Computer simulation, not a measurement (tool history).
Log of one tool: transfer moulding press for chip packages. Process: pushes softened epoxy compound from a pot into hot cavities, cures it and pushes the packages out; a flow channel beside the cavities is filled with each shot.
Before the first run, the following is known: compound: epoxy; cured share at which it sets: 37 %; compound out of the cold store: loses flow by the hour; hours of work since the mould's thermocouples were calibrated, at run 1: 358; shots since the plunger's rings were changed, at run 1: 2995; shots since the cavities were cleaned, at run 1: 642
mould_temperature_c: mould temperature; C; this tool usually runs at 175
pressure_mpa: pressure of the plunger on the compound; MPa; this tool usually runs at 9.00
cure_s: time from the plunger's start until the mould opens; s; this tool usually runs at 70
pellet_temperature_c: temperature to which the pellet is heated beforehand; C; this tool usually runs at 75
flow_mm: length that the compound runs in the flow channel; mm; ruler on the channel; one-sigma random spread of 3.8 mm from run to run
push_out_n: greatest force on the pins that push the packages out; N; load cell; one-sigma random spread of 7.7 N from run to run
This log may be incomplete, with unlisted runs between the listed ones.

run   hour  mould_temperature_c  pressure_mpa  cure_s  pellet_temperature_c  hours of work since the mould's thermocouples were calibrated  shots since the plunger's rings were changed  shots since the cavities were cleaned  incoming compound's hours out of the cold store  flow_mm  push_out_n
  1    0.0                  175          9.00      70                    75                                                            358                                          2995                                    642                                             36.0      856         487
      16.8  -- cavities cleaned with cleaning compound and waxed
  2   19.8                  175          9.00      70                    70                                                            371                                          3354                                     60                                             47.5      807         325
      46.1  -- plunger's sealing rings changed
  3   53.3                  175          9.00      70                    75                                                            393                                           141                                    669                                             10.2     1009         524
      69.3  -- cavities cleaned with cleaning compound and waxed
  4   80.2                  175          9.12      70                    75                                                            412                                           639                                    215                                             42.3      865         348
  5  104.1                  175          9.00      70                    75                                                            429                                          1108                                    684                                             40.3      861         469
     119.4  -- cavities cleaned with cleaning compound and waxed
  6  133.9                  175          9.00      70                    75                                                            449                                          1662                                    284                                             47.7      821         376
  7  163.8                  175          9.00      70                    75                                                            471                                          2249                                    871                                             37.0      860         509
     169.9  -- cavities cleaned with cleaning compound and waxed
  8  193.4                  175          9.00      70                    75                                                            491                                          2801                                    461                                             15.4      946         476
     222.3  -- cavities cleaned with cleaning compound and waxed
  9  230.4                  175          9.00      70                    75                                                            517                                          3499                                    159                                             31.1      863         369
     251.6  -- plunger's sealing rings changed
 10  251.6                  175          9.00      70                    75                                                            531                                             0                                    526                                             33.0      907         433
 11  268.9                  175          9.00      70                    75                                                            543                                           338                                    864                                             12.9      999         533
     276.2  -- cavities cleaned with cleaning compound and waxed
 12  297.1                  175          9.00      70                    75                                                            563                                           863                                    410                                             24.1      937         436
 13  321.1                  175          9.00      57                    75                                                            580                                          1334                                    881                                             34.8      883         810
     328.8  -- cavities cleaned with cleaning compound and waxed
 14  358.8                  175          9.00      57                    75                                                            606                                          2043                                    587                                             29.5      892         772
     379.7  -- cavities cleaned with cleaning compound and waxed
 15  380.6                  173          8.89      96                    75                                                            621                                          2442                                     17                                             19.5      933         219
 16  409.5                  173          8.89      54                    75                                                            642                                          3009                                    584                                             34.0      864         947
 17  425.9                  173          8.89      94                    75                                                            654                                          3331                                    906                                             13.4      948         366
     431.0  -- cavities cleaned with cleaning compound and waxed
     457.7  -- plunger's sealing rings changed
 18  466.8                  177          8.89      94                    70                                                            680                                           177                                    653                                             13.7      979         302

For run 19, what comes out?
     470.7  -- mould's thermocouples calibrated
     487.9  -- cavities cleaned with cleaning compound and waxed
 19  490.0                  168          8.89      94                    85                                                             13                                           564                                     41                                             37.8        ?           ?

{"run 19": {"flow_mm": 896, "push_out_n": 258}}
The same run, on a tool lacking any hidden state, would have yielded flow_mm 910 mm, push_out_n 254 N.
